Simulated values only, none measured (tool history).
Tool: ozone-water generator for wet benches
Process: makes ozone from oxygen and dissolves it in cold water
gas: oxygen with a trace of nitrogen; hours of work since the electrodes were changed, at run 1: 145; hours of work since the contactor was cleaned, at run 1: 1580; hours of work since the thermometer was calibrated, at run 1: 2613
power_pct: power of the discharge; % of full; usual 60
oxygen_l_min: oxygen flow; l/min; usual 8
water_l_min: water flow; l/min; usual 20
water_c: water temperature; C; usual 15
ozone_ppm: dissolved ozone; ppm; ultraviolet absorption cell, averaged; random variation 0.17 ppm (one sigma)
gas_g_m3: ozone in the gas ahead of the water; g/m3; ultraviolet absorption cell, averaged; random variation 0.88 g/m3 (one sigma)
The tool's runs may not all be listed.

run   hour  power_pct  oxygen_l_min  water_l_min  water_c  hours of work since the electrodes were changed  hours of work since the contactor was cleaned  hours of work since the thermometer was calibrated  ozone_ppm  gas_g_m3
  1      0         60             8           20       15                                              145                                           1580                                                2613       21.4     140.9
  2   24.3         60             8           25       15                                              160                                           1596                                                2629       18.7     142.3
  3   51.5         60             8           20       15                                              178                                           1613                                                2647       21.4       142
  4   94.1         60             8           20       15                                              205                                           1641                                                2674       21.3       141
  5  126.8         60          4.22           20       15                                              226                                           1662                                                2695       19.9     189.7
  6  161.8         60          4.22           20       15                                              249                                           1684                                                2718       20.2     191.8
  7  214.2         60          4.22           20       15                                              282                                           1718                                                2751       19.9     186.1
  8  273.9         55         10.86           20       15                                              321                                           1756                                                2790       19.5     114.1
       300  -- water thermometer calibrated
  9  320.9         59          4.64           31        8                                              351                                           1786                                                  13         15     177.6
 10  353.3         89          9.52           31        8                                              372                                           1807                                                  34       24.8     186.6
 11  393.6        100          4.95           23       15                                              398                                           1833                                                  60       29.5     277.5
 12  426.9        100          4.95           23       15                                              419                                           1855                                                  82       29.3     277.6
 13  455.4        100          5.84           13       15                                              438                                           1873                                                 100       43.8     258.9

Run 14 comes next. What will it give?
 14  493.8         77         13.67           20       12                                              462                                           1898                                                 125          ?         ?

ozone_ppm: 27.3 ppm
gas_g_m3: 138.3 g/m3
Without the tool's hidden state the same run would have given ozone_ppm 29.3 ppm, gas_g_m3 142.5 g/m3.
